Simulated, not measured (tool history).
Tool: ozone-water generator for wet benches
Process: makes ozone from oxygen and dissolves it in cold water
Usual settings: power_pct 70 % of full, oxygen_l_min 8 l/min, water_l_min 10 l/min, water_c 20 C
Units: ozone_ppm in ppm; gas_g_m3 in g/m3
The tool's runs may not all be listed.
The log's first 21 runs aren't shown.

{"hour": 732.5, "done": "gauge calibrated"}
{"run": 22, "hour": 779.0, "power_pct": 70, "oxygen_l_min": 8.36, "water_l_min": 10, "water_c": 13, "ozone_ppm": 53.6, "gas_g_m3": 239.1}
{"run": 23, "hour": 822.6, "power_pct": 74, "oxygen_l_min": 8, "water_l_min": 10, "water_c": 12, "ozone_ppm": 58, "gas_g_m3": 255.4}
{"run": 24, "hour": 873.1, "power_pct": 44, "oxygen_l_min": 6.23, "water_l_min": 10, "water_c": 12, "ozone_ppm": 38, "gas_g_m3": 186.9}
{"run": 25, "hour": 904.6, "power_pct": 44, "oxygen_l_min": 6.23, "water_l_min": 10, "water_c": 12, "ozone_ppm": 38.5, "gas_g_m3": 184.7}
{"run": 26, "hour": 955.4, "power_pct": 61, "oxygen_l_min": 4.31, "water_l_min": 10, "water_c": 19, "ozone_ppm": 45.5, "gas_g_m3": 287.4}
{"run": 27, "hour": 1004.0, "power_pct": 70, "oxygen_l_min": 14.23, "water_l_min": 10, "water_c": 20, "ozone_ppm": 40.2, "gas_g_m3": 186.9}
{"run": 28, "hour": 1030.4, "power_pct": 70, "oxygen_l_min": 14.23, "water_l_min": 10, "water_c": 20, "ozone_ppm": 40.5, "gas_g_m3": 187}
{"run": 29, "hour": 1076.4, "power_pct": 70, "oxygen_l_min": 10.42, "water_l_min": 10, "water_c": 20, "ozone_ppm": 43.4, "gas_g_m3": 216.2}
{"run": 30, "hour": 1125.7, "power_pct": 59, "oxygen_l_min": 10.67, "water_l_min": 10, "water_c": 13, "ozone_ppm": 44.8, "gas_g_m3": 181.8}
{"run": 31, "hour": 1171.0, "power_pct": 70, "oxygen_l_min": 8.28, "water_l_min": 10, "water_c": 20, "ozone_ppm": 45.4, "gas_g_m3": 238.9}
{"run": 32, "hour": 1203.6, "power_pct": 70, "oxygen_l_min": 11.1, "water_l_min": 10, "water_c": 20, "ozone_ppm": 43.1, "gas_g_m3": 208.3}
{"run": 33, "hour": 1237.2, "power_pct": 70, "oxygen_l_min": 6.53, "water_l_min": 7, "water_c": 27, "ozone_ppm": 46.3, "gas_g_m3": 264.9}

4 ways to go on from here, each from the tool as it stands after run 33. What would each give?
{"run": "A", "hour": 1273.7, "power_pct": 70, "oxygen_l_min": 11.62, "water_l_min": 7, "water_c": 27, "ozone_ppm": "?", "gas_g_m3": "?"}
{"run": "B", "hour": 1273.7, "power_pct": 70, "oxygen_l_min": 8, "water_l_min": 15, "water_c": 20, "ozone_ppm": "?", "gas_g_m3": "?"}
{"run": "C", "hour": 1273.7, "power_pct": 70, "oxygen_l_min": 6.53, "water_l_min": 7, "water_c": 26, "ozone_ppm": "?", "gas_g_m3": "?"}
{"run": "D", "hour": 1273.7, "power_pct": 54, "oxygen_l_min": 9.02, "water_l_min": 6, "water_c": 20, "ozone_ppm": "?", "gas_g_m3": "?"}

run=A ozone_ppm=38.7 gas_g_m3=202.6
run=B ozone_ppm=38.3 gas_g_m3=240.6
run=C ozone_ppm=47.3 gas_g_m3=262.5
run=D ozone_ppm=42.2 gas_g_m3=183.3
Without the tool's hidden state the same runs would have given:
run=A ozone_ppm=38.8 gas_g_m3=207
run=B ozone_ppm=38.3 gas_g_m3=245.9
run=C ozone_ppm=47.4 gas_g_m3=268.3
run=D ozone_ppm=42.3 gas_g_m3=187.3
